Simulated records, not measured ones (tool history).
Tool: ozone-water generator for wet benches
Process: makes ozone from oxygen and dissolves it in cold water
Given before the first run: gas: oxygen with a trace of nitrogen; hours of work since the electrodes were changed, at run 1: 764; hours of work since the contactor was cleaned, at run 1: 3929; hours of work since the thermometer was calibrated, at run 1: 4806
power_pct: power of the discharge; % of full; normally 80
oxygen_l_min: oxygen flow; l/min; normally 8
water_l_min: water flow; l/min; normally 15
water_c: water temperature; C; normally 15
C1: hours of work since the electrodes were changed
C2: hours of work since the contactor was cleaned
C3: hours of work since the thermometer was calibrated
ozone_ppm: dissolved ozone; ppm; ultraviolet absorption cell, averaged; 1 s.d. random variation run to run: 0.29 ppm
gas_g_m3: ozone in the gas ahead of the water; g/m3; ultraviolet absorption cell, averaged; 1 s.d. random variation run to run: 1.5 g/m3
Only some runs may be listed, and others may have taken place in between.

{"run": 1, "hour": 0.0, "power_pct": 80, "oxygen_l_min": 8, "water_l_min": 15, "water_c": 15, "C1": 764, "C2": 3929, "C3": 4806, "ozone_ppm": 46, "gas_g_m3": 285.8}
{"run": 2, "hour": 32.6, "power_pct": 80, "oxygen_l_min": 8, "water_l_min": 15, "water_c": 15, "C1": 787, "C2": 3953, "C3": 4830, "ozone_ppm": 46.2, "gas_g_m3": 284.4}
{"run": 3, "hour": 65.8, "power_pct": 80, "oxygen_l_min": 8, "water_l_min": 15, "water_c": 15, "C1": 811, "C2": 3977, "C3": 4854, "ozone_ppm": 45.8, "gas_g_m3": 282.3}
{"run": 4, "hour": 116.5, "power_pct": 80, "oxygen_l_min": 8, "water_l_min": 15, "water_c": 15, "C1": 847, "C2": 4013, "C3": 4890, "ozone_ppm": 46.5, "gas_g_m3": 284.5}
{"run": 5, "hour": 154.8, "power_pct": 80, "oxygen_l_min": 8, "water_l_min": 15, "water_c": 8, "C1": 875, "C2": 4041, "C3": 4918, "ozone_ppm": 52.4, "gas_g_m3": 283.2}
{"run": 6, "hour": 196.4, "power_pct": 77, "oxygen_l_min": 8, "water_l_min": 15, "water_c": 8, "C1": 905, "C2": 4071, "C3": 4948, "ozone_ppm": 51, "gas_g_m3": 278.4}
{"run": 7, "hour": 245.7, "power_pct": 45, "oxygen_l_min": 8, "water_l_min": 15, "water_c": 8, "C1": 940, "C2": 4106, "C3": 4983, "ozone_ppm": 32.3, "gas_g_m3": 173.9}
{"run": 8, "hour": 294.5, "power_pct": 80, "oxygen_l_min": 13.3, "water_l_min": 15, "water_c": 15, "C1": 975, "C2": 4141, "C3": 5018, "ozone_ppm": 44, "gas_g_m3": 231.9}
{"run": 9, "hour": 320.5, "power_pct": 80, "oxygen_l_min": 13.3, "water_l_min": 15, "water_c": 15, "C1": 994, "C2": 4160, "C3": 5037, "ozone_ppm": 44.9, "gas_g_m3": 231.8}
{"run": 10, "hour": 374.3, "power_pct": 90, "oxygen_l_min": 8, "water_l_min": 15, "water_c": 15, "C1": 1033, "C2": 4199, "C3": 5076, "ozone_ppm": 51.7, "gas_g_m3": 315.2}
{"run": 11, "hour": 405.4, "power_pct": 59, "oxygen_l_min": 8, "water_l_min": 15, "water_c": 15, "C1": 1055, "C2": 4221, "C3": 5098, "ozone_ppm": 35.2, "gas_g_m3": 223.1}
{"run": 12, "hour": 452.6, "power_pct": 66, "oxygen_l_min": 8, "water_l_min": 15, "water_c": 15, "C1": 1089, "C2": 4255, "C3": 5132, "ozone_ppm": 39.1, "gas_g_m3": 246.4}
{"run": 13, "hour": 495.3, "power_pct": 80, "oxygen_l_min": 8, "water_l_min": 15, "water_c": 15, "C1": 1120, "C2": 4286, "C3": 5163, "ozone_ppm": 45.5, "gas_g_m3": 288}
{"run": 14, "hour": 522.9, "power_pct": 80, "oxygen_l_min": 8, "water_l_min": 15, "water_c": 15, "C1": 1140, "C2": 4305, "C3": 5183, "ozone_ppm": 46.1, "gas_g_m3": 287.4}
{"run": 15, "hour": 576.6, "power_pct": 80, "oxygen_l_min": 8, "water_l_min": 15, "water_c": 15, "C1": 1178, "C2": 4344, "C3": 5221, "ozone_ppm": 46, "gas_g_m3": 286.1}
{"run": 16, "hour": 599.5, "power_pct": 80, "oxygen_l_min": 8, "water_l_min": 15, "water_c": 15, "C1": 1195, "C2": 4361, "C3": 5238, "ozone_ppm": 46.4, "gas_g_m3": 286.6}
{"run": 17, "hour": 647.3, "power_pct": 80, "oxygen_l_min": 8, "water_l_min": 15, "water_c": 15, "C1": 1229, "C2": 4395, "C3": 5272, "ozone_ppm": 46.4, "gas_g_m3": 288.6}
{"run": 18, "hour": 690.1, "power_pct": 80, "oxygen_l_min": 8, "water_l_min": 15, "water_c": 15, "C1": 1260, "C2": 4426, "C3": 5303, "ozone_ppm": 46.2, "gas_g_m3": 287.7}
{"run": 19, "hour": 743.6, "power_pct": 60, "oxygen_l_min": 4.87, "water_l_min": 11, "water_c": 18, "C1": 1299, "C2": 4464, "C3": 5341, "ozone_ppm": 41.2, "gas_g_m3": 280.4}

The next listed run, before its measurement:
{"run": 20, "hour": 789.4, "power_pct": 80, "oxygen_l_min": 8, "water_l_min": 18, "water_c": 15, "C1": 1331, "C2": 4497, "C3": 5374, "ozone_ppm": "?", "gas_g_m3": "?"}

For run 20 the tool returned ozone_ppm 40.9 ppm, gas_g_m3 288.1 g/m3.
On a tool with no hidden condition, and with the same random variation, this run would have come out at ozone_ppm 40.9 ppm, gas_g_m3 283 g/m3.
